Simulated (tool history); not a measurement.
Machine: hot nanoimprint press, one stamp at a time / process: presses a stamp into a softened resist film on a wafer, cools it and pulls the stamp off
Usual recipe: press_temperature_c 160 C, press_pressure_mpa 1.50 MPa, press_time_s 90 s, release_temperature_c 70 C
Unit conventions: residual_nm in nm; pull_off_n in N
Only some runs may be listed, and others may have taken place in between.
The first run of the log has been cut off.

run,hour,press_temperature_c,press_pressure_mpa,press_time_s,release_temperature_c,hours of work since the thermocouple was calibrated,imprints on the stamp's release coat,hours of work since the press's seals were changed,residual_nm,pull_off_n
2,7.3,160,1.50,90,70,289,395,44,269.0,180
3,18.1,160,1.50,74,70,297,432,52,290.5,183
4,31.2,160,1.50,74,70,306,477,62,290.9,182
5,39.7,160,1.50,74,70,312,506,68,291.2,184
6,45.5,160,1.50,51,70,317,526,73,333.2,185
7,58.0,160,1.50,90,70,326,569,82,269.7,184
8,71.5,160,1.50,90,70,336,615,92,269.2,182
9,82.7,160,1.50,90,70,344,654,100,270.0,186
10,95.4,160,1.50,90,70,354,698,110,270.6,183
11,101.1,160,1.50,90,76,358,717,114,271.2,166
12,111.2,160,2.17,90,70,365,752,121,226.6,184
# hour 125.1: plate thermocouple calibrated
13,126.0,160,1.50,90,70,1,793,130,257.1,188
14,131.9,160,1.50,90,70,5,813,134,257.3,184
15,142.6,160,1.50,90,70,13,850,142,258.6,189
16,151.3,152,1.50,90,77,19,880,149,428.3,160
17,161.1,152,1.50,90,77,27,914,156,429.0,160
18,167.2,152,1.67,105,69,31,934,161,391.0,188
19,180.7,169,1.09,90,70,41,981,171,169.2,189

Forecast run 20:
20,193.1,164,1.09,90,70,50,1023,180,?,?

residual_nm: 234.4 nm
pull_off_n: 187 N
Without the tool's hidden state the same run would have given residual_nm 233.0 nm, pull_off_n 174 N.
